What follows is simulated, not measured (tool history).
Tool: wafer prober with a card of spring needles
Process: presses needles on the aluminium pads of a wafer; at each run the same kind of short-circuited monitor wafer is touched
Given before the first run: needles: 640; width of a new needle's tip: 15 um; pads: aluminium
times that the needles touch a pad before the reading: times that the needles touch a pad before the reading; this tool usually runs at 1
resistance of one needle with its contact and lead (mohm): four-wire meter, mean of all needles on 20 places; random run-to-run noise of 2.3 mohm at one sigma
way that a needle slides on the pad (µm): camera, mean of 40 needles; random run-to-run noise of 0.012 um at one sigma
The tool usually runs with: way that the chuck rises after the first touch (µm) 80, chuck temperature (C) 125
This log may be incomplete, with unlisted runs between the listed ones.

run,hour,way that the chuck rises after the first touch (µm),chuck temperature (C),times that the needles touch a pad before the reading,resistance of one needle with its contact and lead (mohm),way that a needle slides on the pad (µm)
1,0,80,125,1,252,11.35
# hour 14.7: tips cleaned on abrasive film
# hour 28: tips cleaned on abrasive film
2,33.6,80,125,1,268,11.32
# hour 41.5: tips cleaned on abrasive film
3,52.1,80,125,1,277,11.34
# hour 55.1: tips cleaned on abrasive film
# hour 69.2: tips cleaned on abrasive film
4,79.4,80,125,1,276,11.32
# hour 84.4: tips cleaned on abrasive film
# hour 94.7: height of the first contact set anew
# hour 97.9: tips cleaned on abrasive film
# hour 112.3: tips cleaned on abrasive film
5,116.2,80,125,1,268,11.34
# hour 125.4: tips cleaned on abrasive film
# hour 138.4: tips cleaned on abrasive film
6,150.1,80,125,1,274,11.33

Forecast run 7:
# hour 153.2: tips cleaned on abrasive film
# hour 167.4: tips cleaned on abrasive film
# hour 181.4: tips cleaned on abrasive film
7,193.2,89,29,2,?,?

resistance of one needle with its contact and lead (mohm): 244
way that a needle slides on the pad (µm): 12.57
If the tool had no hidden condition, the same run with the same run-to-run variation would have returned resistance of one needle with its contact and lead (mohm) 229, way that a needle slides on the pad (µm) 12.65.
